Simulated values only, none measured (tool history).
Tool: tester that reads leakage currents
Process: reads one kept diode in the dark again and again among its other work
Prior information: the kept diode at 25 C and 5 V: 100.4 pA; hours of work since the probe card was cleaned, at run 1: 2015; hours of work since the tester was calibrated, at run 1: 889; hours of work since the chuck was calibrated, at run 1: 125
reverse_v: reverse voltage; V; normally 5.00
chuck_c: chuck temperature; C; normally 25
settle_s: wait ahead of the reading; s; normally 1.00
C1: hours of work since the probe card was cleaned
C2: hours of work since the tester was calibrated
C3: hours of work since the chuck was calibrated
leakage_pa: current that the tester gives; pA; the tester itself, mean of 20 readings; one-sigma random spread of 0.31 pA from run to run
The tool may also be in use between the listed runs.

{"run": 1, "hour": 0.0, "reverse_v": 5.0, "chuck_c": 25, "settle_s": 1.0, "C1": 2015, "C2": 889, "C3": 125, "leakage_pa": 110.01}
{"run": 2, "hour": 33.4, "reverse_v": 5.0, "chuck_c": 25, "settle_s": 1.0, "C1": 2033, "C2": 908, "C3": 144, "leakage_pa": 109.86}
{"run": 3, "hour": 78.7, "reverse_v": 5.0, "chuck_c": 25, "settle_s": 1.0, "C1": 2059, "C2": 933, "C3": 169, "leakage_pa": 110.3}
{"run": 4, "hour": 115.1, "reverse_v": 5.0, "chuck_c": 25, "settle_s": 1.0, "C1": 2079, "C2": 953, "C3": 189, "leakage_pa": 111.26}
{"run": 5, "hour": 159.7, "reverse_v": 5.0, "chuck_c": 25, "settle_s": 1.0, "C1": 2103, "C2": 978, "C3": 214, "leakage_pa": 111.04}
{"run": 6, "hour": 184.2, "reverse_v": 5.0, "chuck_c": 25, "settle_s": 1.0, "C1": 2117, "C2": 991, "C3": 227, "leakage_pa": 112.1}
{"run": 7, "hour": 217.3, "reverse_v": 5.0, "chuck_c": 25, "settle_s": 1.0, "C1": 2135, "C2": 1010, "C3": 246, "leakage_pa": 111.98}
{"run": 8, "hour": 244.3, "reverse_v": 5.0, "chuck_c": 25, "settle_s": 1.0, "C1": 2150, "C2": 1025, "C3": 261, "leakage_pa": 112.31}
{"run": 9, "hour": 265.7, "reverse_v": 5.0, "chuck_c": 25, "settle_s": 1.0, "C1": 2162, "C2": 1037, "C3": 272, "leakage_pa": 113.01}
{"run": 10, "hour": 311.7, "reverse_v": 5.0, "chuck_c": 25, "settle_s": 1.0, "C1": 2188, "C2": 1062, "C3": 298, "leakage_pa": 113.18}
{"hour": 318.1, "done": "probe card cleaned and baked"}
{"run": 11, "hour": 335.9, "reverse_v": 5.0, "chuck_c": 25, "settle_s": 1.0, "C1": 10, "C2": 1074, "C3": 310, "leakage_pa": 115.98}
{"run": 12, "hour": 367.0, "reverse_v": 5.0, "chuck_c": 25, "settle_s": 1.0, "C1": 27, "C2": 1091, "C3": 327, "leakage_pa": 116.23}
{"run": 13, "hour": 408.0, "reverse_v": 5.0, "chuck_c": 25, "settle_s": 1.0, "C1": 50, "C2": 1114, "C3": 350, "leakage_pa": 116.4}
{"run": 14, "hour": 443.3, "reverse_v": 5.0, "chuck_c": 25, "settle_s": 5.75, "C1": 69, "C2": 1133, "C3": 369, "leakage_pa": 115.57}
{"hour": 449.0, "done": "probe card cleaned and baked, once more"}
{"run": 15, "hour": 487.5, "reverse_v": 5.0, "chuck_c": 41, "settle_s": 5.75, "C1": 21, "C2": 1156, "C3": 392, "leakage_pa": 380.6}
{"run": 16, "hour": 533.9, "reverse_v": 5.0, "chuck_c": 41, "settle_s": 5.75, "C1": 47, "C2": 1182, "C3": 418, "leakage_pa": 384.9}
{"run": 17, "hour": 578.2, "reverse_v": 5.0, "chuck_c": 41, "settle_s": 5.75, "C1": 72, "C2": 1207, "C3": 442, "leakage_pa": 385.97}
{"run": 18, "hour": 599.0, "reverse_v": 5.0, "chuck_c": 43, "settle_s": 1.0, "C1": 83, "C2": 1218, "C3": 454, "leakage_pa": 448.21}
{"run": 19, "hour": 637.4, "reverse_v": 5.0, "chuck_c": 43, "settle_s": 1.0, "C1": 104, "C2": 1239, "C3": 475, "leakage_pa": 448.95}
{"run": 20, "hour": 678.6, "reverse_v": 1.18, "chuck_c": 22, "settle_s": 0.5, "C1": 127, "C2": 1262, "C3": 498, "leakage_pa": 36.81}
{"run": 21, "hour": 725.3, "reverse_v": 11.0, "chuck_c": 25, "settle_s": 7.33, "C1": 153, "C2": 1288, "C3": 524, "leakage_pa": 176.62}
{"run": 22, "hour": 746.7, "reverse_v": 11.0, "chuck_c": 25, "settle_s": 7.33, "C1": 165, "C2": 1300, "C3": 536, "leakage_pa": 177.32}
{"run": 23, "hour": 777.2, "reverse_v": 9.36, "chuck_c": 38, "settle_s": 3.92, "C1": 182, "C2": 1317, "C3": 553, "leakage_pa": 453.45}
{"hour": 792.0, "done": "chuck's temperature calibrated"}
{"run": 24, "hour": 814.6, "reverse_v": 3.44, "chuck_c": 25, "settle_s": 0.43, "C1": 202, "C2": 1337, "C3": 13, "leakage_pa": 84.75}
{"run": 25, "hour": 842.0, "reverse_v": 3.44, "chuck_c": 25, "settle_s": 0.43, "C1": 217, "C2": 1352, "C3": 28, "leakage_pa": 85.31}
{"run": 26, "hour": 885.7, "reverse_v": 1.86, "chuck_c": 33, "settle_s": 6.58, "C1": 241, "C2": 1376, "C3": 52, "leakage_pa": 109.23}
{"run": 27, "hour": 928.8, "reverse_v": 6.76, "chuck_c": 23, "settle_s": 2.97, "C1": 265, "C2": 1400, "C3": 76, "leakage_pa": 106.27}
{"run": 28, "hour": 966.2, "reverse_v": 6.76, "chuck_c": 23, "settle_s": 2.97, "C1": 286, "C2": 1421, "C3": 97, "leakage_pa": 107.15}
{"run": 29, "hour": 1014.4, "reverse_v": 1.35, "chuck_c": 27, "settle_s": 6.3, "C1": 312, "C2": 1447, "C3": 123, "leakage_pa": 56.73}
{"run": 30, "hour": 1035.1, "reverse_v": 1.35, "chuck_c": 27, "settle_s": 6.3, "C1": 324, "C2": 1459, "C3": 135, "leakage_pa": 56.79}
{"run": 31, "hour": 1073.4, "reverse_v": 1.35, "chuck_c": 27, "settle_s": 6.3, "C1": 345, "C2": 1480, "C3": 156, "leakage_pa": 56.97}
{"run": 32, "hour": 1108.4, "reverse_v": 1.9, "chuck_c": 27, "settle_s": 0.5, "C1": 365, "C2": 1500, "C3": 175, "leakage_pa": 71.19}
{"run": 33, "hour": 1138.8, "reverse_v": 2.99, "chuck_c": 31, "settle_s": 0.32, "C1": 381, "C2": 1516, "C3": 192, "leakage_pa": 131.19}
{"run": 34, "hour": 1184.8, "reverse_v": 1.06, "chuck_c": 23, "settle_s": 0.37, "C1": 407, "C2": 1542, "C3": 218, "leakage_pa": 36.8}
{"run": 35, "hour": 1226.9, "reverse_v": 1.38, "chuck_c": 23, "settle_s": 8.79, "C1": 430, "C2": 1565, "C3": 241, "leakage_pa": 42.16}

Hidden state at the last listed run before each entry between runs and at the first one after, where it differs:
In the gap between runs 10 and 11: probe card cleaned and baked (hour 318.1)
  stray current of the dirty probe card, pA a volt: 1.35 -> 1.747; true chuck temperature over the reading, C: 0.47 -> 0.5
  measured less the result without the state, leakage_pa: +11.09 -> +13.37 pA
In the gap between runs 14 and 15: probe card cleaned and baked, once more (hour 449.0)
  stray current of the dirty probe card, pA a volt: 1.785 -> 0.039; true chuck temperature over the reading, C: 0.62 -> 0.67
  measured less the result without the state, leakage_pa: +14.65 -> +20.24 pA
In the gap between runs 23 and 24: chuck's temperature calibrated (hour 792.0)
  stray current of the dirty probe card, pA a volt: 0.138 -> 0.15; current scale over the true one, %: 0.41 -> 0.42; true chuck temperature over the reading, C: 1.01 -> 0.14
  measured less the result without the state, leakage_pa: +36.54 -> +1.73 pA
